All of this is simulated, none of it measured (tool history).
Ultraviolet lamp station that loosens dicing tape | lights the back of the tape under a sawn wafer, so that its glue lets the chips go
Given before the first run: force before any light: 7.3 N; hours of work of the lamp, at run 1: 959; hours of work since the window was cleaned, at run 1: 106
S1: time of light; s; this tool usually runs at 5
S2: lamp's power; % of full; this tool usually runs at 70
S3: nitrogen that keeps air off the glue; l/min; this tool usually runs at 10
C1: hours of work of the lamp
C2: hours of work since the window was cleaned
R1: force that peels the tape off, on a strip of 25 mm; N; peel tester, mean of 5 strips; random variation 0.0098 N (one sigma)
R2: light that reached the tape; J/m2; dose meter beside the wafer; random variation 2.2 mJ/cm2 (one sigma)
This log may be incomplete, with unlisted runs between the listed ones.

| run | day | S1 | S2 | S3 | C1 | C2 | R1 | R2 |
|---|---|---|---|---|---|---|---|---|
| 1 | 0 | 5 | 70 | 10 | 959 | 106 | 0.413 | 2000 |
| 2 | 1.204 | 5 | 70 | 10 | 977 | 125 | 0.421 | 1960 |
| 3 | 2.775 | 5 | 70 | 10 | 1001 | 149 | 0.419 | 1970 |
| 4 | 4.704 | 5 | 70 | 10 | 1031 | 179 | 0.409 | 1970 |
| 5 | 6.696 | 5 | 70 | 10 | 1061 | 209 | 0.412 | 1970 |
| 6 | 8.075 | 5 | 70 | 10 | 1082 | 230 | 0.422 | 1990 |
| 7 | 10.183 | 5 | 70 | 10 | 1115 | 262 | 0.439 | 1970 |
| 8 | 12.221 | 5 | 70 | 10 | 1146 | 294 | 0.423 | 1990 |
| 9 | 13.267 | 5 | 70 | 14 | 1162 | 310 | 0.381 | 2000 |
| 10 | 15.15 | 5 | 70 | 14 | 1191 | 339 | 0.376 | 1970 |
|  | 16.408 | lamp changed |
| 11 | 16.462 | 5 | 70 | 5 | 1 | 358 | 0.583 | 2000 |
| 12 | 18.654 | 5 | 70 | 5 | 34 | 392 | 0.563 | 1980 |
| 13 | 20.512 | 5 | 70 | 5 | 63 | 420 | 0.555 | 1950 |
| 14 | 21.967 | 5 | 70 | 5 | 85 | 442 | 0.576 | 2000 |
| 15 | 24.154 | 5 | 67 | 5 | 119 | 476 | 0.61 | 1890 |
|  | 25.517 | window cleaned of glue's vapour |
| 16 | 26.188 | 3 | 95 | 4 | 150 | 10 | 0.905 | 1590 |
| 17 | 28.454 | 3 | 95 | 4 | 184 | 45 | 0.912 | 1590 |
| 18 | 30.625 | 6 | 62 | 4 | 218 | 78 | 0.575 | 2100 |
| 19 | 31.75 | 9 | 85 | 10 | 235 | 96 | 0.255 | 4380 |
| 20 | 33.458 | 3 | 70 | 14 | 261 | 122 | 0.87 | 1210 |

Estimate the outcome of run 21 from the log above:
| 21 | 35.204 | 3 | 70 | 14 | 288 | 149 | ? | ? |

Run 21 measured R1 0.889 N, R2 1180 J/m2.
Had the tool carried no hidden state, the very same run would have given R1 0.888 N, R2 1180 J/m2.
